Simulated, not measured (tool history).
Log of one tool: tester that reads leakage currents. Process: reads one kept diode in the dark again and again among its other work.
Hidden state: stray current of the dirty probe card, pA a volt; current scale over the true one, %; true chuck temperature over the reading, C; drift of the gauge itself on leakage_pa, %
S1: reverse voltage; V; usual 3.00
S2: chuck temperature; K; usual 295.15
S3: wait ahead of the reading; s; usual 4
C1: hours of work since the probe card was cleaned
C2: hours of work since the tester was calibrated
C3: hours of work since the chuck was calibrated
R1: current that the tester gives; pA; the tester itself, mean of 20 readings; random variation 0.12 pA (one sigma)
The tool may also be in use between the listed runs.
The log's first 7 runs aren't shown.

run    hour     S1      S2  S3    C1    C2    C3      R1
  8   782.3   3.00  295.15   4  1315  3473  1315   42.62
  9   851.9  15.20  295.15   4  1361  3519  1361   86.20
      987.1  -- chuck's temperature calibrated
 10   992.8   3.09  295.15   4  1454  3612     4   36.60
 11  1051.7   1.50  295.15   4  1493  3651    43   27.28
 12  1133.8   1.50  295.15   4  1547  3705    98   27.29
 13  1238.9   1.50  295.15   4  1617  3775   167   27.65
 14  1298.4   3.00  295.15   4  1657  3815   207   37.17
 15  1383.2  17.45  295.15   4  1713  3871   263   81.52
 16  1452.7  17.45  295.15   4  1759  3917   310   82.08
 17  1509.8  16.85  295.15   4  1797  3955   347   80.98
 18  1645.7   3.00  295.15   4  1888  4046   438   38.34
 19  1764.5   3.00  295.15   4  1967  4124   517   38.76
 20  1867.7   4.75  295.15   4  2035  4193   585   47.79
 21  1994.6   6.91  314.15   4  2119  4277   670  276.51
 22  2079.5   6.91  314.15   4  2176  4334   726  279.38

The next listed run, before its measurement:
 23  2202.9  3.34  314.15   4  2258  4416  808   ?

{"run 23": {"R1": 207.37}}
Without the tool's hidden state the same run would have given R1 189.56 pA.
